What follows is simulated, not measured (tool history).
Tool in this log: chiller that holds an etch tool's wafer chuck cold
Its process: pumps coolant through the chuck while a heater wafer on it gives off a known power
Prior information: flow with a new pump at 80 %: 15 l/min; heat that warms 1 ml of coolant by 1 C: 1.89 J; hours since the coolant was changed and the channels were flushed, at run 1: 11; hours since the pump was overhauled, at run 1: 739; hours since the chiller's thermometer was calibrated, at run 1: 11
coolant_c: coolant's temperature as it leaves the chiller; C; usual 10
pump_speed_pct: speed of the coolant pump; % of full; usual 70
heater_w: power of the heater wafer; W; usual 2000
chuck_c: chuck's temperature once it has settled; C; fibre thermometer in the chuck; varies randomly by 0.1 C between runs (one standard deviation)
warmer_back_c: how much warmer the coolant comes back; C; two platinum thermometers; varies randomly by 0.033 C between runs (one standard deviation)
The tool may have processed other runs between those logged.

run,hour,coolant_c,pump_speed_pct,heater_w,hours since the coolant was changed and the channels were flushed,hours since the pump was overhauled,hours since the chiller's thermometer was calibrated,chuck_c,warmer_back_c
1,0.0,10,70,2000,11,739,11,27.9,4.85
2,148.0,10,70,2000,159,887,159,27.9,4.88
3,256.9,11,70,2000,268,996,268,28.6,4.80
4,404.4,11,70,2000,416,1143,416,28.8,4.88
5,536.0,10,70,2000,547,1275,547,27.7,4.80
6,715.9,10,70,2000,727,1455,727,27.7,4.85
7,828.7,10,62,2000,840,1567,840,29.3,5.45
8,993.1,3,62,2473,1004,1732,1004,26.9,6.77
9,1075.5,3,62,2473,1087,1814,1087,27.0,6.76
10,1193.4,9,74,2473,1205,1932,1205,30.1,5.67
11,1293.5,16,74,1398,1305,2032,1305,28.2,3.22
12,1455.7,16,74,1398,1467,2194,1467,27.9,3.16
13,1562.2,10,80,2000,1573,2301,1573,26.2,4.21

Below are 3 alternative next runs, each starting from the tool's condition after run 13. Predict each:
A,1700.9,12,80,2000,1712,2440,1712,?,?
B,1700.9,5,70,2000,1712,2440,1712,?,?
C,1700.9,0,65,2197,1712,2440,1712,?,?

run,chuck_c,warmer_back_c
A,28.1,4.23
B,22.8,4.80
C,20.5,5.74
With the hidden condition removed and each run's random variation left untouched, the same runs would have given:
run,chuck_c,warmer_back_c
A,28.1,4.23
B,22.7,4.80
C,20.5,5.74

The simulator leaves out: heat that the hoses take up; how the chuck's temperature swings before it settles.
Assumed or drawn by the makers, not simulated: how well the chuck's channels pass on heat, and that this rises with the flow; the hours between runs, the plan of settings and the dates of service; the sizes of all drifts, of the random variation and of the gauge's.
